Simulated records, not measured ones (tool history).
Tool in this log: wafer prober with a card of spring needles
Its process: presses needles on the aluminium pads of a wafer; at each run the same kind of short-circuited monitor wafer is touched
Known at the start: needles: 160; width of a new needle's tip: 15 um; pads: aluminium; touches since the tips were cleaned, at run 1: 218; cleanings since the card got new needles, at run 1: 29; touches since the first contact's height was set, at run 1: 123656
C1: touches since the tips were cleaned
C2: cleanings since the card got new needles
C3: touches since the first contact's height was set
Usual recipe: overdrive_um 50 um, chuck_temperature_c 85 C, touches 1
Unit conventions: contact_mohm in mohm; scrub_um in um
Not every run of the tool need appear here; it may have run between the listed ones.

run 1 hour=0 | overdrive_um=50 chuck_temperature_c=85 touches=1 | C1=218 C2=29 C3=123656 | contact_mohm=196 scrub_um=9.07
-- hour=8.8 tips cleaned on abrasive film
run 2 hour=11.3 | overdrive_um=50 chuck_temperature_c=26 touches=1 | C1=974 C2=30 C3=127993 | contact_mohm=181 scrub_um=9.05
-- hour=19 tips cleaned on abrasive film
run 3 hour=21.4 | overdrive_um=50 chuck_temperature_c=26 touches=1 | C1=927 C2=31 C3=131840 | contact_mohm=184 scrub_um=9.04
-- hour=28.4 tips cleaned on abrasive film
run 4 hour=28.4 | overdrive_um=50 chuck_temperature_c=26 touches=1 | C1=0 C2=32 C3=134505 | contact_mohm=183 scrub_um=9.05
run 5 hour=35.6 | overdrive_um=50 chuck_temperature_c=26 touches=1 | C1=2773 C2=32 C3=137278 | contact_mohm=186 scrub_um=9
-- hour=38.1 tips cleaned on abrasive film
run 6 hour=46.8 | overdrive_um=50 chuck_temperature_c=26 touches=1 | C1=3324 C2=33 C3=141552 | contact_mohm=184 scrub_um=8.99
-- hour=47.5 tips cleaned on abrasive film
run 7 hour=54.1 | overdrive_um=50 chuck_temperature_c=26 touches=1 | C1=2537 C2=34 C3=144330 | contact_mohm=183 scrub_um=8.99
-- hour=57.2 tips cleaned on abrasive film
run 8 hour=59.8 | overdrive_um=50 chuck_temperature_c=26 touches=1 | C1=1006 C2=35 C3=146522 | contact_mohm=181 scrub_um=9.06
run 9 hour=66.1 | overdrive_um=50 chuck_temperature_c=85 touches=1 | C1=3437 C2=35 C3=148953 | contact_mohm=198 scrub_um=8.93
-- hour=67.3 tips cleaned on abrasive film
run 10 hour=74.4 | overdrive_um=50 chuck_temperature_c=85 touches=2 | C1=2716 C2=36 C3=152090 | contact_mohm=194 scrub_um=9.06
-- hour=77.1 tips cleaned on abrasive film
run 11 hour=82.5 | overdrive_um=50 chuck_temperature_c=85 touches=2 | C1=2079 C2=37 C3=155207 | contact_mohm=199 scrub_um=9.03
-- hour=86.8 tips cleaned on abrasive film
run 12 hour=95 | overdrive_um=50 chuck_temperature_c=85 touches=2 | C1=3173 C2=38 C3=160001 | contact_mohm=197 scrub_um=8.98
-- hour=96.4 tips cleaned on abrasive film
run 13 hour=104.5 | overdrive_um=50 chuck_temperature_c=28 touches=1 | C1=3108 C2=39 C3=163595 | contact_mohm=186 scrub_um=9
-- hour=105.6 tips cleaned on abrasive film
run 14 hour=110.3 | overdrive_um=50 chuck_temperature_c=47 touches=1 | C1=1814 C2=40 C3=165800 | contact_mohm=188 scrub_um=8.94
-- hour=115.2 tips cleaned on abrasive film
run 15 hour=121 | overdrive_um=50 chuck_temperature_c=47 touches=1 | C1=2250 C2=41 C3=169908 | contact_mohm=189 scrub_um=8.91
-- hour=124.7 tips cleaned on abrasive film
run 16 hour=128.8 | overdrive_um=50 chuck_temperature_c=47 touches=1 | C1=1592 C2=42 C3=172894 | contact_mohm=186 scrub_um=8.98
-- hour=134 tips cleaned on abrasive film
run 17 hour=141.4 | overdrive_um=44 chuck_temperature_c=114 touches=2 | C1=2852 C2=43 C3=177712 | contact_mohm=204 scrub_um=7.88
-- hour=143.8 tips cleaned on abrasive film
-- hour=153.7 tips cleaned on abrasive film
run 18 hour=154.3 | overdrive_um=46 chuck_temperature_c=29 touches=1 | C1=240 C2=45 C3=182616 | contact_mohm=186 scrub_um=8.26
-- hour=163.4 tips cleaned on abrasive film
run 19 hour=164.6 | overdrive_um=46 chuck_temperature_c=29 touches=1 | C1=461 C2=46 C3=186526 | contact_mohm=187 scrub_um=8.22
-- hour=172.5 tips cleaned on abrasive film
run 20 hour=177 | overdrive_um=65 chuck_temperature_c=44 touches=3 | C1=1733 C2=47 C3=191297 | contact_mohm=182 scrub_um=11.64
-- hour=182.2 tips cleaned on abrasive film
run 21 hour=189.3 | overdrive_um=64 chuck_temperature_c=82 touches=1 | C1=2738 C2=48 C3=195998 | contact_mohm=189 scrub_um=11.43

4 options for the next run, each taken on its own from the tool as it stands now. Forecast them:
-- hour=191.9 tips cleaned on abrasive film
run A hour=200.5 | overdrive_um=50 chuck_temperature_c=85 touches=2 | C1=3313 C2=49 C3=200289 | contact_mohm=? scrub_um=?
-- hour=191.9 tips cleaned on abrasive film
run B hour=200.5 | overdrive_um=46 chuck_temperature_c=81 touches=3 | C1=3313 C2=49 C3=200289 | contact_mohm=? scrub_um=?
-- hour=191.9 tips cleaned on abrasive film
run C hour=200.5 | overdrive_um=42 chuck_temperature_c=85 touches=2 | C1=3313 C2=49 C3=200289 | contact_mohm=? scrub_um=?
-- hour=191.9 tips cleaned on abrasive film
run D hour=200.5 | overdrive_um=64 chuck_temperature_c=72 touches=2 | C1=3313 C2=49 C3=200289 | contact_mohm=? scrub_um=?

run=A contact_mohm=198 scrub_um=8.92
run=B contact_mohm=197 scrub_um=8.3
run=C contact_mohm=196 scrub_um=7.51
run=D contact_mohm=189 scrub_um=11.44
What these runs would have given with no unlogged condition in the tool:
run=A contact_mohm=197 scrub_um=9.07
run=B contact_mohm=197 scrub_um=8.44
run=C contact_mohm=196 scrub_um=7.63
run=D contact_mohm=189 scrub_um=11.62

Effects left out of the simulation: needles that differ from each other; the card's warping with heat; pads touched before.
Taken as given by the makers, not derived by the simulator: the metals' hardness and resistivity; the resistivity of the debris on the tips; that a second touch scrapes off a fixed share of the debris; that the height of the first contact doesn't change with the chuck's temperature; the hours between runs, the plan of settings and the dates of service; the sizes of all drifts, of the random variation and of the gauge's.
